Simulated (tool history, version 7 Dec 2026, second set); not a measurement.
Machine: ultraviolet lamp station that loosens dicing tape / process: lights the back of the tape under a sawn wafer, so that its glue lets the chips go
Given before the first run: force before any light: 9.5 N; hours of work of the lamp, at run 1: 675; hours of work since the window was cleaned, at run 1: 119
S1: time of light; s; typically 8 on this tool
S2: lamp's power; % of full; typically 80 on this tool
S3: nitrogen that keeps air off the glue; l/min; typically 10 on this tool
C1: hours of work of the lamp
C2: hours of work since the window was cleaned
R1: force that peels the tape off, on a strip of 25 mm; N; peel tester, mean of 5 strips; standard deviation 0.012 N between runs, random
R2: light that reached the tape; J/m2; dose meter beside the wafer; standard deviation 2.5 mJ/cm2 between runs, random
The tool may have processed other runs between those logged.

| run | day | S1 | S2 | S3 | C1 | C2 | R1 | R2 |
|---|---|---|---|---|---|---|---|---|
| 1 | 0 | 8 | 80 | 10 | 675 | 119 | 0.554 | 2870 |
| 2 | 2.617 | 8 | 97 | 10 | 709 | 153 | 0.345 | 3430 |
| 3 | 5.467 | 8 | 97 | 10 | 747 | 190 | 0.348 | 3480 |
| 4 | 7.358 | 8 | 97 | 10 | 771 | 215 | 0.338 | 3490 |
|  | 8.788 | window cleaned of glue's vapour |
| 5 | 9.092 | 8 | 97 | 10 | 794 | 4 | 0.347 | 3480 |
| 6 | 10.492 | 5 | 80 | 10 | 812 | 22 | 1.455 | 1770 |
| 7 | 13.042 | 5 | 80 | 10 | 845 | 56 | 1.45 | 1820 |
| 8 | 15.179 | 13 | 80 | 10 | 873 | 84 | 0.207 | 4640 |
| 9 | 17.021 | 13 | 80 | 10 | 897 | 108 | 0.197 | 4630 |
| 10 | 18.838 | 13 | 80 | 10 | 921 | 131 | 0.204 | 4670 |
| 11 | 21.579 | 13 | 80 | 10 | 957 | 167 | 0.197 | 4620 |
|  | 23.592 | lamp changed |
| 12 | 23.667 | 13 | 80 | 10 | 1 | 194 | 0.204 | 4690 |
| 13 | 26.138 | 13 | 80 | 10 | 33 | 226 | 0.207 | 4640 |
|  | 26.617 | window cleaned of glue's vapour |
| 14 | 28.896 | 8 | 80 | 10 | 69 | 30 | 0.55 | 2850 |
| 15 | 31.392 | 8 | 80 | 10 | 102 | 62 | 0.53 | 2870 |
| 16 | 33.625 | 8 | 80 | 10 | 131 | 92 | 0.543 | 2900 |
| 17 | 36.529 | 6 | 80 | 10 | 169 | 130 | 1.009 | 2170 |
| 18 | 38.504 | 6 | 80 | 10 | 195 | 155 | 1.007 | 2120 |
| 19 | 40.75 | 6 | 87 | 10 | 224 | 185 | 0.863 | 2310 |
| 20 | 43.542 | 6 | 87 | 10 | 261 | 221 | 0.871 | 2300 |
|  | 44.417 | window cleaned of glue's vapour |
| 21 | 45.267 | 8 | 80 | 9 | 283 | 11 | 0.571 | 2870 |
| 22 | 47.696 | 8 | 80 | 9 | 315 | 43 | 0.606 | 2890 |
| 23 | 50.112 | 10 | 99 | 17 | 346 | 75 | 0.187 | 4430 |
| 24 | 52.008 | 15 | 67 | 5 | 371 | 99 | 0.36 | 4470 |
| 25 | 53.475 | 15 | 72 | 5 | 390 | 119 | 0.287 | 4880 |
| 26 | 55.725 | 15 | 72 | 5 | 420 | 148 | 0.306 | 4810 |
| 27 | 57.846 | 15 | 72 | 5 | 447 | 176 | 0.315 | 4780 |
| 28 | 59.117 | 15 | 72 | 5 | 464 | 192 | 0.312 | 4780 |
| 29 | 60.858 | 15 | 72 | 5 | 487 | 215 | 0.304 | 4830 |
|  | 62.283 | window cleaned of glue's vapour |
| 30 | 62.317 | 9 | 72 | 5 | 506 | 0 | 0.981 | 2890 |
| 31 | 64.938 | 14 | 72 | 13 | 540 | 35 | 0.186 | 4530 |
| 32 | 66.375 | 6 | 80 | 4 | 559 | 53 | 1.989 | 2180 |
| 33 | 68.946 | 16 | 82 | 7 | 592 | 87 | 0.182 | 5870 |
| 34 | 71.217 | 15 | 82 | 17 | 622 | 117 | 0.156 | 5470 |
| 35 | 72.625 | 12 | 91 | 3 | 641 | 135 | 0.478 | 4890 |
| 36 | 74.517 | 12 | 91 | 3 | 665 | 160 | 0.485 | 4940 |
| 37 | 76.508 | 12 | 91 | 3 | 691 | 186 | 0.451 | 4800 |
| 38 | 78.875 | 9 | 91 | 4 | 722 | 217 | 0.701 | 3620 |
|  | 80.112 | window cleaned of glue's vapour |
| 39 | 80.3 | 16 | 82 | 4 | 741 | 2 | 0.255 | 5910 |
| 40 | 83.038 | 6 | 68 | 6 | 776 | 38 | 1.88 | 1830 |
| 41 | 84.275 | 8 | 79 | 8 | 793 | 54 | 0.677 | 2820 |
| 42 | 87.121 | 8 | 79 | 8 | 830 | 92 | 0.673 | 2840 |
| 43 | 88.412 | 14 | 94 | 16 | 847 | 109 | 0.151 | 5810 |

Hidden state at the last listed run before each entry between runs and at the first one after, where it differs:
Logged between run 4 and run 5: window cleaned of glue's vapour (day 8.788)
  light that the window lets through, % of a clean one's: 99.9 -> 100
Logged between run 11 and run 12: lamp changed (day 23.592)
  lamp's light, % of a new lamp's: 99.8 -> 100; light that the window lets through, % of a clean one's: 100 -> 99.9
Logged between run 13 and run 14: window cleaned of glue's vapour (day 26.617)
  light that the window lets through, % of a clean one's: 99.9 -> 100
Logged between run 20 and run 21: window cleaned of glue's vapour (day 44.417)
  lamp's light, % of a new lamp's: 100 -> 99.9; light that the window lets through, % of a clean one's: 99.9 -> 100
Logged between run 29 and run 30: window cleaned of glue's vapour (day 62.283)
  light that the window lets through, % of a clean one's: 99.9 -> 100
Logged between run 38 and run 39: window cleaned of glue's vapour (day 80.112)
  light that the window lets through, % of a clean one's: 99.9 -> 100
